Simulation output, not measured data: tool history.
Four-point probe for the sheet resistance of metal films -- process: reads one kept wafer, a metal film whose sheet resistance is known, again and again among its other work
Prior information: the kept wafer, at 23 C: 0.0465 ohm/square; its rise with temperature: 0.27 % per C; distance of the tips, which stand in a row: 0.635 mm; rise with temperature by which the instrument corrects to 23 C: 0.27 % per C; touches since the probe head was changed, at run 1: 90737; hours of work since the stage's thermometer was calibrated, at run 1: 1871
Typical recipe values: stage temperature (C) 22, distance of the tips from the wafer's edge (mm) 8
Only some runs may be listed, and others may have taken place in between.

run    hour  stage temperature (C)  distance of the tips from the wafer's edge (mm)  touches since the probe head was changed  hours of work since the stage's thermometer was calibrated  sheet resistance as the instrument gives it (ohm/square)
  1       0                     22                                                8                                     90737                                                        1871                                                  0.046295
  2    44.1                     22                                                8                                     92641                                                        1897                                                   0.04628
  3   103.6                     22                                                8                                     95213                                                        1933                                                  0.046272
  4   194.7                     22                                                8                                     99150                                                        1989                                                   0.04627
  5     264                     22                                                8                                    102144                                                        2030                                                  0.046286
  6   322.9                     22                                                8                                    104688                                                        2066                                                  0.046265
  7   392.5                     22                                                8                                    107696                                                        2108                                                  0.046251
  8   484.1                     22                                                8                                    111652                                                        2164                                                  0.046252
  9   569.3                     22                                                8                                    115334                                                        2215                                                  0.046251
 10   633.6                     22                                                8                                    118110                                                        2254                                                  0.046222
 11   684.2                     22                                                8                                    120298                                                        2285                                                  0.046237
 12     731                     22                                                8                                    122318                                                        2313                                                  0.046219
 13   803.8                     22                                                8                                    125464                                                        2357                                                  0.046231
 14   896.2                     22                                                8                                    129456                                                        2413                                                  0.046197
 15   946.4                     22                                                8                                    131624                                                        2443                                                  0.046207
 16  1009.1                     22                                                8                                    134336                                                        2481                                                  0.046201
 17  1056.3                     22                                                8                                    136375                                                        2510                                                  0.046202
 18  1102.7                     26                                                8                                    138379                                                        2538                                                  0.046192
 19  1185.9                     26                                                8                                    141975                                                        2588                                                  0.046184
 20  1230.6                     23                                                8                                    143906                                                        2615                                                  0.046163
     1267.9  -- stage's thermometer calibrated
 21  1287.1                     23                                                8                                    146324                                                          12                                                  0.046113
 22  1355.1                     22                                               14                                    149264                                                          53                                                  0.045986
     1398.5  -- stage's thermometer calibrated, once more
 23  1423.9                     22                                               14                                    152213                                                          15                                                  0.046155
 24  1496.7                     20                                                8                                    155359                                                          59                                                  0.046269
 25  1559.1                     20                                                8                                    158056                                                          97                                                  0.046246
 26  1599.6                     23                                               41                                    159804                                                         122                                                  0.046102
 27  1669.5                     23                                               41                                    162825                                                         164                                                  0.046097
 28  1754.5                     29                                                8                                    166496                                                         215                                                  0.046219
 29  1809.1                     35                                               29                                    168856                                                         248                                                  0.046087
 30  1884.5                     35                                               29                                    172115                                                         294                                                  0.046071
 31  1935.3                     33                                                9                                    174308                                                         325                                                   0.04618

The next listed run, before its measurement:
 32  2012                     33                                                9                                    177621                                                         371                                                         ?

Logged for run 32: sheet resistance as the instrument gives it (ohm/square) 0.046181.
Without the tool's hidden state the same run would have given sheet resistance as the instrument gives it (ohm/square) 0.046626.

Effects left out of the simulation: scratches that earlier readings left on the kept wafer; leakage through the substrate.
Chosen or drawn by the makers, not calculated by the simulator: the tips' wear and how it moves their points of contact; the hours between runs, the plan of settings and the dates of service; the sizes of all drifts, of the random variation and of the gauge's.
